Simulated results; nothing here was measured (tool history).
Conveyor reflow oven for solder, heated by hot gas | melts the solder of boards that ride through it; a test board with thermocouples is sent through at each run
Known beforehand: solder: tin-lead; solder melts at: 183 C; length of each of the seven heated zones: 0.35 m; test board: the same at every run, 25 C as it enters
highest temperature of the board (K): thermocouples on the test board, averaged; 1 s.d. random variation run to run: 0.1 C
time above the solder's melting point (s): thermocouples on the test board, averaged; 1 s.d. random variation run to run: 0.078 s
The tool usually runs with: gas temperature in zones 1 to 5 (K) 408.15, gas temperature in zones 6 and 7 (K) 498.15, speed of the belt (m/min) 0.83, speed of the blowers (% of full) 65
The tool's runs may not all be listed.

run   hour  gas temperature in zones 1 to 5 (K)  gas temperature in zones 6 and 7 (K)  speed of the belt (m/min)  speed of the blowers (% of full)  highest temperature of the board (K)  time above the solder's melting point (s)
  1      0                               408.15                                498.15                       0.83                                65                                480.65                                      31.69
  2   17.4                               408.15                                498.15                       0.83                                65                                480.65                                      31.64
  3     31                               408.15                                498.15                       0.83                                65                                480.65                                      31.51
  4   57.5                               408.15                                498.15                       0.83                                65                                480.35                                      31.41
  5     84                               408.15                                498.15                       0.83                                65                                480.15                                      31.19
  6  112.3                               408.15                                498.15                      0.778                                65                                482.45                                      35.25
  7  131.5                               408.15                                498.15                      0.778                                65                                482.35                                      35.19
  8  157.5                               408.15                                498.15                      0.743                                65                                483.45                                      38.13
  9  178.8                               408.15                                498.15                      0.743                                65                                483.35                                      38.09
 10  200.1                               408.15                                498.15                      0.743                                65                                483.35                                       37.9
 11  221.5                               408.15                                498.15                      0.743                                65                                483.45                                      37.85
     245.6  -- flux residue cleaned out of gas plates and filters
 12  245.6                               408.15                                498.15                      0.743                                65                                485.25                                      39.73
 13  273.7                               408.15                                498.15                      0.743                                65                                485.45                                      39.82
 14  290.7                               408.15                                498.15                       0.83                                65                                481.95                                      32.71
 15  316.4                               408.15                                498.15                       0.83                                65                                481.85                                      32.61
 16  335.7                               408.15                                498.15                      0.864                                65                                480.55                                      29.99
 17  362.1                               408.15                                505.15                      0.701                                65                                492.95                                      46.96
 18  380.4                               408.15                                505.15                      0.701                                65                                492.95                                      46.99
 19  408.6                               408.15                                505.15                      0.701                                65                                492.95                                       46.9
 20  427.2                               422.15                                507.15                      0.809                                65                                492.65                                      43.61
 21  453.9                               414.15                                499.15                      0.809                                65                                484.15                                      36.58
 22  481.1                               414.15                                499.15                      0.809                                65                                484.05                                      36.38
 23  509.6                               414.15                                499.15                      0.769                                68                                486.25                                      40.17

What will run 24 give?
 24  531.8                               406.15                                490.15                      0.819                                68                                     ?                                          ?

highest temperature of the board (K): 474.85
time above the solder's melting point (s): 27.35
With the hidden condition absent and the run-to-run variation left alone, this run would have shown highest temperature of the board (K) 474.55, time above the solder's melting point (s) 26.84.

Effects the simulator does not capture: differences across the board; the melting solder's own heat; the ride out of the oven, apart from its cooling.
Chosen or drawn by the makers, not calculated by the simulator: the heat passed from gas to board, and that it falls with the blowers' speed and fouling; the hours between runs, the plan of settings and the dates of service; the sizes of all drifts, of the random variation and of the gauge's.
